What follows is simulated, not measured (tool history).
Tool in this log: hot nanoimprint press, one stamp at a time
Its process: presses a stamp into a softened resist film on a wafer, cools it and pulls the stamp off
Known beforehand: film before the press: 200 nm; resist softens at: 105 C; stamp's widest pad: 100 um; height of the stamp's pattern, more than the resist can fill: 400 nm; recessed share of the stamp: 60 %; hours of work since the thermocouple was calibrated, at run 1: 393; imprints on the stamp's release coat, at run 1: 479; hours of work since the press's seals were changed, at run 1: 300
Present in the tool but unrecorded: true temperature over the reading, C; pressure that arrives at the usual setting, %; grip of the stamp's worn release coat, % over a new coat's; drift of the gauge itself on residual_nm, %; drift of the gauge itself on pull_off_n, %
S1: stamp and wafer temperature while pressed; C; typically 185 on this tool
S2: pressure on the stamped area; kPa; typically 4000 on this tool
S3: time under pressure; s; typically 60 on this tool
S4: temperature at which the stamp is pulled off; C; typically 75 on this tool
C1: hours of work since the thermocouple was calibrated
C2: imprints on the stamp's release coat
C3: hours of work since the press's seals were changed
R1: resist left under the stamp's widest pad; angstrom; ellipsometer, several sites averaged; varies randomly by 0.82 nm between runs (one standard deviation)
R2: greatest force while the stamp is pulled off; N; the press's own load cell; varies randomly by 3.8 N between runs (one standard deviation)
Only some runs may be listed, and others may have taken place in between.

{"run": 1, "hour": 0.0, "S1": 185, "S2": 4000, "S3": 60, "S4": 75, "C1": 393, "C2": 479, "C3": 300, "R1": 1197, "R2": 212}
{"run": 2, "hour": 8.7, "S1": 185, "S2": 4000, "S3": 60, "S4": 75, "C1": 398, "C2": 498, "C3": 305, "R1": 1186, "R2": 221}
{"run": 3, "hour": 19.8, "S1": 185, "S2": 4000, "S3": 60, "S4": 75, "C1": 404, "C2": 522, "C3": 311, "R1": 1195, "R2": 223}
{"run": 4, "hour": 28.0, "S1": 185, "S2": 4430, "S3": 60, "S4": 75, "C1": 408, "C2": 540, "C3": 315, "R1": 1151, "R2": 215}
{"run": 5, "hour": 45.0, "S1": 185, "S2": 4430, "S3": 60, "S4": 75, "C1": 417, "C2": 578, "C3": 324, "R1": 1134, "R2": 213}
{"run": 6, "hour": 62.6, "S1": 185, "S2": 4000, "S3": 60, "S4": 75, "C1": 427, "C2": 617, "C3": 334, "R1": 1192, "R2": 218}
{"run": 7, "hour": 75.7, "S1": 185, "S2": 4000, "S3": 60, "S4": 75, "C1": 434, "C2": 646, "C3": 341, "R1": 1197, "R2": 226}
{"run": 8, "hour": 90.9, "S1": 185, "S2": 4000, "S3": 60, "S4": 75, "C1": 442, "C2": 679, "C3": 349, "R1": 1216, "R2": 219}
{"run": 9, "hour": 104.5, "S1": 185, "S2": 4000, "S3": 33, "S4": 75, "C1": 449, "C2": 709, "C3": 356, "R1": 1413, "R2": 231}
{"run": 10, "hour": 114.0, "S1": 185, "S2": 4000, "S3": 33, "S4": 75, "C1": 454, "C2": 730, "C3": 361, "R1": 1414, "R2": 229}
{"run": 11, "hour": 124.9, "S1": 185, "S2": 4000, "S3": 33, "S4": 75, "C1": 460, "C2": 754, "C3": 367, "R1": 1415, "R2": 232}
{"run": 12, "hour": 139.5, "S1": 185, "S2": 4000, "S3": 33, "S4": 75, "C1": 468, "C2": 786, "C3": 375, "R1": 1418, "R2": 230}
{"run": 13, "hour": 149.1, "S1": 177, "S2": 4030, "S3": 110, "S4": 73, "C1": 473, "C2": 807, "C3": 380, "R1": 1356, "R2": 241}
{"run": 14, "hour": 159.5, "S1": 195, "S2": 3490, "S3": 119, "S4": 66, "C1": 479, "C2": 830, "C3": 386, "R1": 661, "R2": 283}
{"run": 15, "hour": 174.4, "S1": 195, "S2": 3490, "S3": 119, "S4": 66, "C1": 487, "C2": 863, "C3": 394, "R1": 657, "R2": 287}
{"run": 16, "hour": 185.5, "S1": 195, "S2": 3490, "S3": 119, "S4": 66, "C1": 493, "C2": 887, "C3": 400, "R1": 665, "R2": 299}
{"run": 17, "hour": 202.9, "S1": 185, "S2": 6290, "S3": 58, "S4": 75, "C1": 502, "C2": 926, "C3": 409, "R1": 1027, "R2": 243}
{"run": 18, "hour": 214.2, "S1": 183, "S2": 3250, "S3": 58, "S4": 75, "C1": 508, "C2": 951, "C3": 415, "R1": 1414, "R2": 238}
{"run": 19, "hour": 231.4, "S1": 174, "S2": 4900, "S3": 66, "S4": 75, "C1": 517, "C2": 989, "C3": 424, "R1": 1582, "R2": 238}
{"hour": 247.2, "done": "plate thermocouple calibrated"}
{"run": 20, "hour": 247.6, "S1": 185, "S2": 4870, "S3": 76, "S4": 75, "C1": 0, "C2": 1018, "C3": 431, "R1": 927, "R2": 219}
{"run": 21, "hour": 261.2, "S1": 185, "S2": 5700, "S3": 60, "S4": 68, "C1": 8, "C2": 1048, "C3": 438, "R1": 941, "R2": 267}
{"run": 22, "hour": 278.0, "S1": 185, "S2": 5480, "S3": 79, "S4": 69, "C1": 17, "C2": 1085, "C3": 447, "R1": 864, "R2": 264}

4 ways to go on from here, each from the tool as it stands after run 22. What would each give?
{"run": "A", "hour": 296.6, "S1": 185, "S2": 4430, "S3": 51, "S4": 70, "C1": 27, "C2": 1126, "C3": 457, "R1": "?", "R2": "?"}
{"run": "B", "hour": 296.6, "S1": 185, "S2": 4000, "S3": 103, "S4": 75, "C1": 27, "C2": 1126, "C3": 457, "R1": "?", "R2": "?"}
{"run": "C", "hour": 296.6, "S1": 185, "S2": 2900, "S3": 78, "S4": 75, "C1": 27, "C2": 1126, "C3": 457, "R1": "?", "R2": "?"}
{"run": "D", "hour": 296.6, "S1": 191, "S2": 4000, "S3": 78, "S4": 72, "C1": 27, "C2": 1126, "C3": 457, "R1": "?", "R2": "?"}

run=A R1=1104 R2=264
run=B R1=912 R2=228
run=C R1=1145 R2=232
run=D R1=776 R2=246
Had the tool no hidden state, the same runs would have come out as:
run=A R1=1084 R2=214
run=B R1=895 R2=185
run=C R1=1131 R2=188
run=D R1=761 R2=199
